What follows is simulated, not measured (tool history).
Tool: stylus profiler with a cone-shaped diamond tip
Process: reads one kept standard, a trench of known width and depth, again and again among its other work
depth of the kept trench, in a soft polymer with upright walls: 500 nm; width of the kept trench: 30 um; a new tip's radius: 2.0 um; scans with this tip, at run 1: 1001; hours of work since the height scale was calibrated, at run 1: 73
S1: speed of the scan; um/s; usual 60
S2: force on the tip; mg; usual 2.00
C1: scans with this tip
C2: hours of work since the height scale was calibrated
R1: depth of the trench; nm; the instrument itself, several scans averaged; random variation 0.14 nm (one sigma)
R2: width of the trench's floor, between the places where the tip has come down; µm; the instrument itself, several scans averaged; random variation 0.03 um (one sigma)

Run 1, hour 0.0: usual settings; C1 1001; C2 73. Result: R1 503.27 nm, R2 27.06 µm.
Run 2, hour 96.8: usual settings; C1 1959; C2 143. Result: R1 503.12 nm, R2 27.03 µm.
Run 3, hour 183.8: usual settings; C1 2820; C2 207. Result: R1 503.28 nm, R2 27.05 µm.
Run 4, hour 252.5: usual settings but S1 28 um/s; C1 3500; C2 256. Result: R1 503.21 nm, R2 27.19 µm.
Run 5, hour 305.1: usual settings but S2 2.86 mg; C1 4020; C2 294. Result: R1 504.24 nm, R2 27.11 µm.
Run 6, hour 364.1: usual settings but S2 2.86 mg; C1 4604; C2 337. Result: R1 504.38 nm, R2 27.10 µm.
Run 7, hour 473.2: usual settings but S2 2.86 mg; C1 5683; C2 416. Result: R1 504.14 nm, R2 27.08 µm.
Run 8, hour 577.9: usual settings; C1 6720; C2 492. Result: R1 503.44 nm, R2 27.06 µm.
Run 9, hour 635.4: usual settings; C1 7288; C2 534. Result: R1 502.98 nm, R2 27.04 µm.
Run 10, hour 732.1: usual settings but S1 122 um/s; C1 8245; C2 604. Result: R1 503.48 nm, R2 26.69 µm.
Run 11, hour 827.7: usual settings but S1 122 um/s; C1 9191; C2 673. Result: R1 503.30 nm, R2 26.69 µm.
Run 12, hour 902.0: usual settings but S1 122 um/s; C1 9926; C2 727. Result: R1 503.53 nm, R2 26.70 µm.
Run 13, hour 999.9: usual settings but S1 122 um/s; C1 10895; C2 798. Result: R1 503.33 nm, R2 26.76 µm.
Run 14, hour 1065.6: usual settings; C1 11545; C2 846. Result: R1 503.10 nm, R2 27.00 µm.
Run 15, hour 1150.5: usual settings; C1 12385; C2 907. Result: R1 503.43 nm, R2 27.05 µm.
Run 16, hour 1239.1: usual settings; C1 13262; C2 971. Result: R1 503.50 nm, R2 26.97 µm.
Run 17, hour 1340.7: usual settings; C1 14267; C2 1045. Result: R1 503.35 nm, R2 27.02 µm.
Run 18, hour 1448.7: usual settings; C1 15336; C2 1123. Result: R1 503.14 nm, R2 27.05 µm.
Run 19, hour 1545.9: usual settings; C1 16298; C2 1194. Result: R1 503.22 nm, R2 27.00 µm.
Run 20, hour 1637.6: usual settings; C1 17205; C2 1260. Result: R1 503.51 nm, R2 27.05 µm.
Run 21, hour 1689.4: usual settings; C1 17718; C2 1298. Result: R1 503.17 nm, R2 27.02 µm.
Run 22, hour 1798.2: usual settings; C1 18794; C2 1377. Result: R1 503.50 nm, R2 26.99 µm.
Run 23, hour 1862.9: usual settings; C1 19434; C2 1424. Result: R1 503.23 nm, R2 26.98 µm.
Run 24, hour 1943.2: usual settings but S1 118 um/s, S2 2.39 mg; C1 20229; C2 1482. Result: R1 503.55 nm, R2 26.81 µm.
Run 25, hour 2027.1: usual settings but S2 2.32 mg; C1 21060; C2 1543. Result: R1 503.81 nm, R2 27.02 µm.
Run 26, hour 2085.1: usual settings but S1 80 um/s, S2 1.15 mg; C1 21634; C2 1585. Result: R1 502.14 nm, R2 26.75 µm.
At hour 2150.2: new tip fitted, height scale calibrated.
Run 27, hour 2150.8: usual settings but S1 80 um/s, S2 1.15 mg; C1 5; C2 0. Result: R1 502.23 nm, R2 26.81 µm.
Run 28, hour 2242.5: usual settings but S1 79 um/s, S2 4.81 mg; C1 913; C2 67. Result: R1 505.94 nm, R2 27.12 µm.
Run 29, hour 2296.2: usual settings but S1 32 um/s, S2 1.61 mg; C1 1445; C2 106. Result: R1 502.80 nm, R2 27.17 µm.
Run 30, hour 2345.9: usual settings but S1 23 um/s, S2 1.61 mg; C1 1936; C2 142. Result: R1 502.64 nm, R2 27.21 µm.
Run 31, hour 2401.0: usual settings but S1 25 um/s, S2 4.46 mg; C1 2481; C2 182. Result: R1 505.51 nm, R2 27.27 µm.
Run 32, hour 2475.7: usual settings but S1 123 um/s, S2 1.92 mg; C1 3221; C2 236. Result: R1 503.22 nm, R2 26.67 µm.
Run 33, hour 2582.7: usual settings but S1 87 um/s, S2 2.15 mg; C1 4279; C2 313. Result: R1 503.71 nm, R2 26.86 µm.
Run 34, hour 2675.8: usual settings but S1 87 um/s, S2 2.15 mg; C1 5201; C2 381. Result: R1 503.55 nm, R2 26.92 µm.
Run 35, hour 2784.2: usual settings but S1 195 um/s, S2 1.07 mg; C1 6274; C2 460. Result: R1 502.34 nm, R2 25.95 µm.
Run 36, hour 2881.7: usual settings but S1 21 um/s, S2 1.92 mg; C1 7238; C2 530. Result: R1 503.20 nm, R2 27.24 µm.
Run 37, hour 2934.1: usual settings; C1 7757; C2 568. Result: R1 503.27 nm, R2 27.03 µm.
Run 38, hour 3008.7: usual settings; C1 8495; C2 622. Result: R1 503.11 nm, R2 27.02 µm.
Run 39, hour 3113.0: usual settings; C1 9527; C2 698. Result: R1 503.72 nm, R2 27.02 µm.
Run 40, hour 3190.8: usual settings but S1 160 um/s, S2 5.62 mg; C1 10297; C2 754. Result: R1 506.77 nm, R2 26.77 µm.
Run 41, hour 3255.3: usual settings but S1 55 um/s, S2 1.20 mg; C1 10935; C2 801. Result: R1 502.32 nm, R2 26.92 µm.
Run 42, hour 3311.8: usual settings but S1 236 um/s, S2 1.18 mg; C1 11494; C2 842. Result: R1 502.38 nm, R2 25.72 µm.
Run 43, hour 3360.5: usual settings but S1 25 um/s, S2 2.25 mg; C1 11975; C2 877. Result: R1 503.32 nm, R2 27.22 µm.
Run 44, hour 3429.5: usual settings but S1 54 um/s, S2 5.05 mg; C1 12658; C2 927. Result: R1 506.08 nm, R2 27.16 µm.
Run 45, hour 3482.3: usual settings but S1 26 um/s, S2 2.39 mg; C1 13181; C2 966. Result: R1 503.80 nm, R2 27.22 µm.

3 ways to go on from here, each from the tool as it stands after run 45. What would each give?
Run A, hour 3599.1: usual settings but S1 55 um/s; C1 14337; C2 1050. Result: R1 ?, R2 ?.
Run B, hour 3599.1: usual settings but S1 135 um/s, S2 4.31 mg; C1 14337; C2 1050. Result: R1 ?, R2 ?.
Run C, hour 3599.1: usual settings but S1 26 um/s, S2 3.96 mg; C1 14337; C2 1050. Result: R1 ?, R2 ?.

run      R1     R2
  A  503.40  27.02
  B  505.25  26.84
  C  505.04  27.22
Without the tool's hidden state the same runs would have given:
run      R1     R2
  A  503.37  27.04
  B  505.23  26.85
  C  505.02  27.24
